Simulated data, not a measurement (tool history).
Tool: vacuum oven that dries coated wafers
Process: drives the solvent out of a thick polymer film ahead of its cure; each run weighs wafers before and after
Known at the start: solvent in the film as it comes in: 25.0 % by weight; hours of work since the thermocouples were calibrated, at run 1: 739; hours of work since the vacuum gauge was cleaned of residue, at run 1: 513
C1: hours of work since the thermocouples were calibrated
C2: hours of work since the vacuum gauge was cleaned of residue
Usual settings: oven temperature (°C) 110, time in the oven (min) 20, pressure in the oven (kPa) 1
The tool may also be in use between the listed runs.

{"run": 1, "day": 0.0, "oven temperature (°C)": 110, "time in the oven (min)": 20, "pressure in the oven (kPa)": 1, "C1": 739, "C2": 513, "solvent left in the film (%)": 4.21}
{"run": 2, "day": 1.783, "oven temperature (°C)": 110, "time in the oven (min)": 20, "pressure in the oven (kPa)": 1, "C1": 772, "C2": 547, "solvent left in the film (%)": 4.16}
{"run": 3, "day": 3.292, "oven temperature (°C)": 110, "time in the oven (min)": 20, "pressure in the oven (kPa)": 1, "C1": 800, "C2": 575, "solvent left in the film (%)": 4.19}
{"run": 4, "day": 6.308, "oven temperature (°C)": 110, "time in the oven (min)": 20, "pressure in the oven (kPa)": 1.43, "C1": 857, "C2": 631, "solvent left in the film (%)": 4.32}
{"run": 5, "day": 9.225, "oven temperature (°C)": 110, "time in the oven (min)": 28, "pressure in the oven (kPa)": 1, "C1": 912, "C2": 686, "solvent left in the film (%)": 2.33}
{"run": 6, "day": 11.992, "oven temperature (°C)": 110, "time in the oven (min)": 31, "pressure in the oven (kPa)": 1, "C1": 963, "C2": 738, "solvent left in the film (%)": 1.98}
{"run": 7, "day": 13.746, "oven temperature (°C)": 110, "time in the oven (min)": 31, "pressure in the oven (kPa)": 1, "C1": 996, "C2": 770, "solvent left in the film (%)": 1.94}
{"run": 8, "day": 16.683, "oven temperature (°C)": 110, "time in the oven (min)": 20, "pressure in the oven (kPa)": 1, "C1": 1051, "C2": 825, "solvent left in the film (%)": 4.05}
{"day": 16.95, "done": "oven's thermocouples calibrated"}
{"run": 9, "day": 18.433, "oven temperature (°C)": 110, "time in the oven (min)": 20, "pressure in the oven (kPa)": 1, "C1": 28, "C2": 856, "solvent left in the film (%)": 4.05}
{"run": 10, "day": 21.083, "oven temperature (°C)": 110, "time in the oven (min)": 20, "pressure in the oven (kPa)": 1, "C1": 77, "C2": 906, "solvent left in the film (%)": 3.96}
{"day": 21.879, "done": "oven's thermocouples calibrated, once more"}
{"run": 11, "day": 23.067, "oven temperature (°C)": 110, "time in the oven (min)": 20, "pressure in the oven (kPa)": 2.32, "C1": 22, "C2": 942, "solvent left in the film (%)": 5.07}
{"run": 12, "day": 24.821, "oven temperature (°C)": 110, "time in the oven (min)": 20, "pressure in the oven (kPa)": 1, "C1": 55, "C2": 974, "solvent left in the film (%)": 4.49}
{"run": 13, "day": 26.933, "oven temperature (°C)": 110, "time in the oven (min)": 20, "pressure in the oven (kPa)": 1, "C1": 95, "C2": 1014, "solvent left in the film (%)": 4.42}
{"run": 14, "day": 28.95, "oven temperature (°C)": 110, "time in the oven (min)": 27, "pressure in the oven (kPa)": 1, "C1": 132, "C2": 1052, "solvent left in the film (%)": 2.79}
{"run": 15, "day": 30.433, "oven temperature (°C)": 112, "time in the oven (min)": 14, "pressure in the oven (kPa)": 1, "C1": 160, "C2": 1079, "solvent left in the film (%)": 5.95}
{"run": 16, "day": 32.846, "oven temperature (°C)": 103, "time in the oven (min)": 31, "pressure in the oven (kPa)": 2.33, "C1": 205, "C2": 1124, "solvent left in the film (%)": 5.56}
{"run": 17, "day": 35.35, "oven temperature (°C)": 103, "time in the oven (min)": 31, "pressure in the oven (kPa)": 2.33, "C1": 252, "C2": 1171, "solvent left in the film (%)": 5.57}
{"run": 18, "day": 37.879, "oven temperature (°C)": 106, "time in the oven (min)": 19, "pressure in the oven (kPa)": 1, "C1": 299, "C2": 1219, "solvent left in the film (%)": 6.62}
{"run": 19, "day": 40.129, "oven temperature (°C)": 105, "time in the oven (min)": 21, "pressure in the oven (kPa)": 1, "C1": 341, "C2": 1261, "solvent left in the film (%)": 6.38}
{"run": 20, "day": 42.825, "oven temperature (°C)": 100, "time in the oven (min)": 16, "pressure in the oven (kPa)": 1.23, "C1": 392, "C2": 1311, "solvent left in the film (%)": 11.03}
{"run": 21, "day": 44.329, "oven temperature (°C)": 111, "time in the oven (min)": 20, "pressure in the oven (kPa)": 1.31, "C1": 420, "C2": 1339, "solvent left in the film (%)": 4.1}
{"day": 45.542, "done": "vacuum gauge cleaned of residue and calibrated"}
{"run": 22, "day": 46.638, "oven temperature (°C)": 111, "time in the oven (min)": 20, "pressure in the oven (kPa)": 1.31, "C1": 462, "C2": 20, "solvent left in the film (%)": 4.06}
{"run": 23, "day": 48.512, "oven temperature (°C)": 110, "time in the oven (min)": 20, "pressure in the oven (kPa)": 1.65, "C1": 497, "C2": 55, "solvent left in the film (%)": 4.59}
{"run": 24, "day": 50.508, "oven temperature (°C)": 110, "time in the oven (min)": 20, "pressure in the oven (kPa)": 1.65, "C1": 534, "C2": 93, "solvent left in the film (%)": 4.48}
{"run": 25, "day": 52.146, "oven temperature (°C)": 110, "time in the oven (min)": 24, "pressure in the oven (kPa)": 2.25, "C1": 565, "C2": 123, "solvent left in the film (%)": 3.75}

Forecast each of these 4 alternatives for the next run:
{"run": "A", "day": 53.967, "oven temperature (°C)": 110, "time in the oven (min)": 24, "pressure in the oven (kPa)": 2.25, "C1": 599, "C2": 158, "solvent left in the film (%)": "?"}
{"run": "B", "day": 53.967, "oven temperature (°C)": 112, "time in the oven (min)": 24, "pressure in the oven (kPa)": 3.32, "C1": 599, "C2": 158, "solvent left in the film (%)": "?"}
{"run": "C", "day": 53.967, "oven temperature (°C)": 107, "time in the oven (min)": 20, "pressure in the oven (kPa)": 1, "C1": 599, "C2": 158, "solvent left in the film (%)": "?"}
{"run": "D", "day": 53.967, "oven temperature (°C)": 110, "time in the oven (min)": 20, "pressure in the oven (kPa)": 1.38, "C1": 599, "C2": 158, "solvent left in the film (%)": "?"}

run=A solvent_left_in_the_film_(%)=3.79
run=B solvent_left_in_the_film_(%)=3.46
run=C solvent_left_in_the_film_(%)=5.58
run=D solvent_left_in_the_film_(%)=4.38
Without the tool's hidden state the same runs would have given:
run=A solvent_left_in_the_film_(%)=3.97
run=B solvent_left_in_the_film_(%)=3.62
run=C solvent_left_in_the_film_(%)=5.81
run=D solvent_left_in_the_film_(%)=4.58
